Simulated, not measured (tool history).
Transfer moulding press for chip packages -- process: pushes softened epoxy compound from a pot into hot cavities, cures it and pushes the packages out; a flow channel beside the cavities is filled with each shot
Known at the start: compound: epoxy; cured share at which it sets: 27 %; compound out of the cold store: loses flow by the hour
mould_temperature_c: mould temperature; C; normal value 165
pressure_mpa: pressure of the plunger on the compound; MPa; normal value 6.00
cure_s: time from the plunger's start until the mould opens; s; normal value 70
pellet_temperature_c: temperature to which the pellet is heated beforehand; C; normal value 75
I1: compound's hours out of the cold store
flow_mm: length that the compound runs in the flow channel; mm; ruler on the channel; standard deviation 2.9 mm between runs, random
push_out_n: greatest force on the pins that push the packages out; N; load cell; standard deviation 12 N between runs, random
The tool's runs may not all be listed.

Run 1, hour 0.0: usual settings; I1 44.2. Result: flow_mm 775 mm, push_out_n 547 N.
Run 2, hour 8.1: usual settings but pressure_mpa 5.26 MPa; I1 13.0. Result: flow_mm 824 mm, push_out_n 590 N.
Run 3, hour 14.0: usual settings but pressure_mpa 5.26 MPa; I1 29.6. Result: flow_mm 771 mm, push_out_n 566 N.
Run 4, hour 18.2: usual settings but mould_temperature_c 161 C; I1 28.5. Result: flow_mm 838 mm, push_out_n 719 N.
Run 5, hour 24.5: usual settings but mould_temperature_c 161 C, pressure_mpa 7.07 MPa; I1 33.9. Result: flow_mm 895 mm, push_out_n 745 N.
Run 6, hour 28.6: usual settings but mould_temperature_c 161 C, pressure_mpa 7.07 MPa; I1 46.3. Result: flow_mm 852 mm, push_out_n 730 N.
At hour 35.6: cavities cleaned with cleaning compound and waxed.
Run 7, hour 40.0: usual settings but pressure_mpa 6.55 MPa; I1 14.7. Result: flow_mm 907 mm, push_out_n 549 N.
Run 8, hour 47.4: usual settings but pressure_mpa 6.55 MPa; I1 22.0. Result: flow_mm 888 mm, push_out_n 568 N.
Run 9, hour 55.3: usual settings; I1 38.5. Result: flow_mm 794 mm, push_out_n 560 N.
Run 10, hour 62.9: usual settings; I1 46.6. Result: flow_mm 773 mm, push_out_n 519 N.
Run 11, hour 71.5: usual settings; I1 20.7. Result: flow_mm 848 mm, push_out_n 556 N.
Run 12, hour 78.9: usual settings; I1 11.1. Result: flow_mm 883 mm, push_out_n 584 N.
Run 13, hour 86.5: usual settings; I1 40.1. Result: flow_mm 784 mm, push_out_n 550 N.
Run 14, hour 92.8: usual settings; I1 20.1. Result: flow_mm 855 mm, push_out_n 557 N.
Run 15, hour 99.0: usual settings; I1 11.0. Result: flow_mm 886 mm, push_out_n 579 N.
At hour 103.8: cavities cleaned with cleaning compound and waxed.
Run 16, hour 109.3: usual settings; I1 19.5. Result: flow_mm 856 mm, push_out_n 580 N.
Run 17, hour 115.2: usual settings but mould_temperature_c 167 C, pressure_mpa 5.22 MPa, cure_s 67 s, pellet_temperature_c 67 C; I1 9.8. Result: flow_mm 826 mm, push_out_n 543 N.
Run 18, hour 119.6: usual settings but pressure_mpa 5.75 MPa, cure_s 108 s; I1 14.5. Result: flow_mm 854 mm, push_out_n 443 N.
Run 19, hour 127.0: usual settings but pressure_mpa 5.22 MPa, pellet_temperature_c 69 C; I1 8.5. Result: flow_mm 834 mm, push_out_n 611 N.
Run 20, hour 134.5: usual settings but mould_temperature_c 161 C; I1 19.8. Result: flow_mm 871 mm, push_out_n 755 N.
Run 21, hour 139.6: usual settings but mould_temperature_c 168 C, pressure_mpa 6.08 MPa; I1 43.1. Result: flow_mm 776 mm, push_out_n 485 N.
Run 22, hour 149.5: usual settings but mould_temperature_c 157 C, pressure_mpa 7.10 MPa, pellet_temperature_c 81 C; I1 40.1. Result: flow_mm 887 mm, push_out_n 935 N.
Run 23, hour 158.8: usual settings but mould_temperature_c 157 C, pressure_mpa 7.10 MPa, pellet_temperature_c 81 C; I1 35.7. Result: flow_mm 908 mm, push_out_n 1014 N.
Run 24, hour 163.6: usual settings but mould_temperature_c 164 C, cure_s 74 s, pellet_temperature_c 70 C; I1 25.9. Result: flow_mm 837 mm, push_out_n 564 N.
At hour 172.2: cavities cleaned with cleaning compound and waxed.
Run 25, hour 175.0: usual settings but mould_temperature_c 164 C, pressure_mpa 6.11 MPa, cure_s 74 s, pellet_temperature_c 67 C; I1 47.1. Result: flow_mm 775 mm, push_out_n 534 N.
Run 26, hour 184.1: usual settings but mould_temperature_c 164 C, pressure_mpa 6.11 MPa, cure_s 75 s, pellet_temperature_c 67 C; I1 44.8. Result: flow_mm 784 mm, push_out_n 525 N.
At hour 193.1: plunger's sealing rings changed.
Run 27, hour 196.6: usual settings but mould_temperature_c 158 C, pressure_mpa 6.36 MPa, cure_s 92 s, pellet_temperature_c 72 C; I1 41.8. Result: flow_mm 831 mm, push_out_n 569 N.
Run 28, hour 206.6: usual settings but pellet_temperature_c 69 C; I1 10.9. Result: flow_mm 887 mm, push_out_n 573 N.

3 options for the next run, each taken on its own from the tool as it stands now. Forecast them:
Run A, hour 211.3: usual settings but pressure_mpa 6.30 MPa; I1 28.7. Result: flow_mm ?, push_out_n ?.
Run B, hour 211.3: usual settings but pressure_mpa 4.98 MPa, cure_s 100 s, pellet_temperature_c 73 C; I1 37.9. Result: flow_mm ?, push_out_n ?.
Run C, hour 211.3: usual settings but mould_temperature_c 172 C; I1 13.4. Result: flow_mm ?, push_out_n ?.

run  flow_mm  push_out_n
  A      841         574
  B      724         448
  C      855         450
Without the tool's hidden state the same runs would have given:
run  flow_mm  push_out_n
  A      841         565
  B      724         441
  C      855         443
